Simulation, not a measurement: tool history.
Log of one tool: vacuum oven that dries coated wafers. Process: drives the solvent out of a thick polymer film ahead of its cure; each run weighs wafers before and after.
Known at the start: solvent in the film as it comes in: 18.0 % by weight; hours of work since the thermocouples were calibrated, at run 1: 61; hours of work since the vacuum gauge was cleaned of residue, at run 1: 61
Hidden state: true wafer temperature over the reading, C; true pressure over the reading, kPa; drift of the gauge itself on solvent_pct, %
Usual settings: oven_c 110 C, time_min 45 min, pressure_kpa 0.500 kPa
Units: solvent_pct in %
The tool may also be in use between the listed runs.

| run | hour | oven_c | time_min | pressure_kpa | hours of work since the thermocouples were calibrated | hours of work since the vacuum gauge was cleaned of residue | solvent_pct |
|---|---|---|---|---|---|---|---|
| 1 | 0.0 | 110 | 45 | 0.500 | 61 | 61 | 2.84 |
| 2 | 106.7 | 110 | 45 | 0.500 | 104 | 104 | 2.84 |
| 3 | 183.1 | 110 | 45 | 0.500 | 135 | 135 | 2.84 |
| 4 | 232.1 | 110 | 45 | 0.831 | 155 | 155 | 2.89 |
| 5 | 307.8 | 110 | 45 | 0.500 | 186 | 186 | 2.83 |
| 6 | 379.8 | 110 | 45 | 0.500 | 215 | 215 | 2.81 |
| 7 | 432.4 | 110 | 45 | 0.500 | 237 | 237 | 2.82 |
| 8 | 542.1 | 109 | 42 | 0.386 | 281 | 281 | 3.32 |
| 9 | 639.3 | 109 | 42 | 0.386 | 321 | 321 | 3.32 |
| 10 | 696.2 | 110 | 35 | 0.500 | 344 | 344 | 4.03 |
| 11 | 751.3 | 110 | 35 | 0.500 | 366 | 366 | 4.04 |
| 12 | 803.3 | 122 | 37 | 0.310 | 388 | 388 | 1.68 |
| 13 | 907.5 | 122 | 37 | 0.310 | 430 | 430 | 1.66 |
| 14 | 967.2 | 122 | 37 | 0.310 | 454 | 454 | 1.67 |

Forecast each of these 4 alternatives for the next run:
| A | 1047.0 | 112 | 37 | 0.596 | 487 | 487 | ? |
| B | 1047.0 | 109 | 40 | 0.332 | 487 | 487 | ? |
| C | 1047.0 | 95 | 37 | 0.608 | 487 | 487 | ? |
| D | 1047.0 | 101 | 60 | 0.313 | 487 | 487 | ? |

| run | solvent_pct |
|---|---|
| A | 3.38 |
| B | 3.54 |
| C | 7.10 |
| D | 3.16 |
Without the tool's hidden state the same runs would have given:
| run | solvent_pct |
|---|---|
| A | 3.39 |
| B | 3.55 |
| C | 7.11 |
| D | 3.17 |

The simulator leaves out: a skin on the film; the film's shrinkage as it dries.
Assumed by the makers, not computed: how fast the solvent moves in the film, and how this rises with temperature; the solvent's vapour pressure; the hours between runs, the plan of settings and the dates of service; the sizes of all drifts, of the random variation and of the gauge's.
